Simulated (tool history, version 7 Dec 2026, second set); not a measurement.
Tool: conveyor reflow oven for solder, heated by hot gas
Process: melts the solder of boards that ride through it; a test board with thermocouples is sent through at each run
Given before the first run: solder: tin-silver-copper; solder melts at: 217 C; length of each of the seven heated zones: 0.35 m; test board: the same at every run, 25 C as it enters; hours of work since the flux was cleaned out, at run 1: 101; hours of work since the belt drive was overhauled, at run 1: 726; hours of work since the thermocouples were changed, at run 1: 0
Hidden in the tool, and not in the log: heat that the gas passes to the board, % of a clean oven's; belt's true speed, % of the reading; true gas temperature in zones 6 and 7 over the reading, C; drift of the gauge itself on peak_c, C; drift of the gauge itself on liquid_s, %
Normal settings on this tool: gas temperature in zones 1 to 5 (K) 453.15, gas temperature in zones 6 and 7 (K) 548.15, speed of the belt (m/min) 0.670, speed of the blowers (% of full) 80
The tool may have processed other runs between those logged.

run   hour  gas temperature in zones 1 to 5 (K)  gas temperature in zones 6 and 7 (K)  speed of the belt (m/min)  speed of the blowers (% of full)  hours of work since the flux was cleaned out  hours of work since the belt drive was overhauled  hours of work since the thermocouples were changed  highest temperature of the board (K)  time above the solder's melting point (s)
  1    0.0                               453.15                                548.15                      0.670                                80                                           101                                                726                                                   0                                532.25                                      52.31
  2   26.0                               453.15                                548.15                      0.670                                80                                           114                                                739                                                  13                                532.05                                      52.31
  3   52.0                               453.15                                548.15                      0.670                                75                                           127                                                752                                                  26                                531.05                                      51.93
  4   88.0                               453.15                                548.15                      0.670                                80                                           145                                                770                                                  44                                531.85                                      52.40
     129.3  -- flux residue cleaned out of gas plates and filters
  5  152.1                               456.15                                548.15                      0.670                                80                                            12                                                800                                                  74                                533.25                                      54.09
  6  201.0                               456.15                                548.15                      0.670                                80                                            36                                                825                                                  99                                532.95                                      54.15
  7  258.5                               456.15                                548.15                      0.670                                80                                            65                                                854                                                 128                                532.95                                      53.99
  8  287.5                               465.15                                548.15                      0.670                                80                                            80                                                869                                                 143                                534.45                                      57.69
     296.1  -- belt drive overhauled, speed set with a stopwatch
  9  342.2                               465.15                                549.15                      0.670                                80                                           106                                                 23                                                 168                                535.55                                      58.57
     400.3  -- belt drive overhauled, speed set with a stopwatch, once more
 10  401.1                               453.15                                548.15                      0.670                                52                                           133                                                  0                                                 196                                525.85                                      47.73
 11  448.4                               456.15                                548.15                      0.670                                80                                           157                                                 24                                                 220                                532.05                                      52.97
     466.2  -- flux residue cleaned out of gas plates and filters
 12  480.1                               456.15                                548.15                      0.670                                80                                             7                                                 38                                                 233                                532.35                                      53.10
 13  522.5                               449.15                                542.15                      0.644                                64                                            28                                                 59                                                 255                                524.65                                      48.38
 14  572.1                               453.15                                542.15                      0.670                                87                                            53                                                 84                                                 280                                527.65                                      50.11
 15  622.7                               459.15                                552.15                      0.634                                55                                            79                                                110                                                 305                                533.15                                      57.16
 16  662.4                               453.15                                548.15                      0.728                                80                                            99                                                130                                                 325                                528.85                                      46.00
 17  707.2                               453.15                                548.15                      0.728                                80                                           122                                                152                                                 348                                528.65                                      46.04
 18  742.0                               453.15                                557.15                      0.670                                54                                           139                                                170                                                 366                                533.45                                      51.95
 19  781.1                               463.15                                557.15                      0.703                                82                                           159                                                190                                                 385                                539.95                                      55.67
     792.7  -- flux residue cleaned out of gas plates and filters
 20  815.6                               446.15                                548.15                      0.670                                54                                            12                                                205                                                 400                                525.15                                      45.13
 21  853.0                               446.15                                548.15                      0.670                                52                                            30                                                224                                                 419                                524.75                                      44.86

What will run 22 give?
 22  905.7                               446.15                                540.15                      0.680                                52                                            57                                                250                                                 446                                     ?                                          ?

Run 22 gave highest temperature of the board (K) 517.35, time above the solder's melting point (s) 39.09.
If the tool had no hidden condition, the same run with the same run-to-run variation would have returned highest temperature of the board (K) 517.95, time above the solder's melting point (s) 39.44.
